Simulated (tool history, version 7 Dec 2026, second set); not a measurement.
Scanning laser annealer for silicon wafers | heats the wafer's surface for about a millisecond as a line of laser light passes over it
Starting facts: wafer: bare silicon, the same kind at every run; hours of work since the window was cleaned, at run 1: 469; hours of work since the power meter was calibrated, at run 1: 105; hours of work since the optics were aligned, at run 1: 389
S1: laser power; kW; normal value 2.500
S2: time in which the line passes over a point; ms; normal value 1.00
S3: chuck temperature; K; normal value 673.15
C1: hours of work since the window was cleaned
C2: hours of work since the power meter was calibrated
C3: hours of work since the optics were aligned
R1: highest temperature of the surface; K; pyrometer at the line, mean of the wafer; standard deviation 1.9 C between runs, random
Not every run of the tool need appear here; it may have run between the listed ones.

Run 1, hour 0.0: usual settings; C1 469; C2 105; C3 389. Result: R1 1474.15 K.
Run 2, hour 12.0: usual settings; C1 474; C2 110; C3 395. Result: R1 1479.15 K.
Run 3, hour 32.0: usual settings; C1 483; C2 119; C3 404. Result: R1 1480.15 K.
Run 4, hour 51.2: usual settings; C1 491; C2 127; C3 412. Result: R1 1478.15 K.
Run 5, hour 69.4: usual settings; C1 499; C2 135; C3 420. Result: R1 1474.15 K.
Run 6, hour 85.0: usual settings; C1 506; C2 142; C3 427. Result: R1 1477.15 K.
Run 7, hour 111.9: usual settings; C1 518; C2 154; C3 439. Result: R1 1472.15 K.
Run 8, hour 138.7: usual settings; C1 530; C2 166; C3 450. Result: R1 1474.15 K.
At hour 143.2: laser's power meter calibrated.
At hour 150.0: window over the wafer cleaned.
Run 9, hour 158.5: usual settings; C1 4; C2 6; C3 457. Result: R1 1501.15 K.
Run 10, hour 172.6: usual settings but S2 0.87 ms; C1 10; C2 12; C3 463. Result: R1 1444.15 K.
Run 11, hour 183.5: usual settings but S1 2.334 kW, S2 1.17 ms, S3 651.15 K; C1 15; C2 17; C3 468. Result: R1 1470.15 K.
Run 12, hour 196.7: usual settings but S1 2.334 kW, S2 1.17 ms, S3 651.15 K; C1 21; C2 23; C3 474. Result: R1 1477.15 K.
Run 13, hour 216.7: usual settings but S1 2.334 kW, S2 1.07 ms, S3 659.15 K; C1 29; C2 31; C3 483. Result: R1 1441.15 K.
Run 14, hour 236.8: usual settings but S2 0.95 ms, S3 666.15 K; C1 38; C2 40; C3 491. Result: R1 1469.15 K.
Run 15, hour 253.6: usual settings but S2 0.95 ms, S3 666.15 K; C1 46; C2 48; C3 499. Result: R1 1471.15 K.
At hour 260.5: laser's power meter calibrated, once more.
Run 16, hour 280.0: usual settings but S2 0.95 ms, S3 666.15 K; C1 56; C2 9; C3 509. Result: R1 1472.15 K.
Run 17, hour 305.0: usual settings but S1 2.339 kW, S2 1.19 ms, S3 655.15 K; C1 67; C2 20; C3 520. Result: R1 1481.15 K.
Run 18, hour 330.6: usual settings but S1 2.339 kW, S2 1.19 ms, S3 655.15 K; C1 78; C2 31; C3 531. Result: R1 1483.15 K.
Run 19, hour 356.8: usual settings but S1 2.336 kW, S2 1.01 ms, S3 709.15 K; C1 90; C2 42; C3 543. Result: R1 1466.15 K.

Here are 3 independent what-if runs from the current tool condition. What would each one return?
Run A, hour 374.2: usual settings but S1 2.220 kW, S2 1.05 ms, S3 688.15 K; C1 97; C2 50; C3 551. Result: R1 ?.
Run B, hour 374.2: usual settings but S1 2.586 kW, S2 0.82 ms, S3 661.15 K; C1 97; C2 50; C3 551. Result: R1 ?.
Run C, hour 374.2: usual settings but S3 651.15 K; C1 97; C2 50; C3 551. Result: R1 ?.

run       R1
  A  1413.15
  B  1435.15
  C  1476.15
Without the tool's unlogged condition, the same runs would have read:
run       R1
  A  1428.15
  B  1451.15
  C  1493.15

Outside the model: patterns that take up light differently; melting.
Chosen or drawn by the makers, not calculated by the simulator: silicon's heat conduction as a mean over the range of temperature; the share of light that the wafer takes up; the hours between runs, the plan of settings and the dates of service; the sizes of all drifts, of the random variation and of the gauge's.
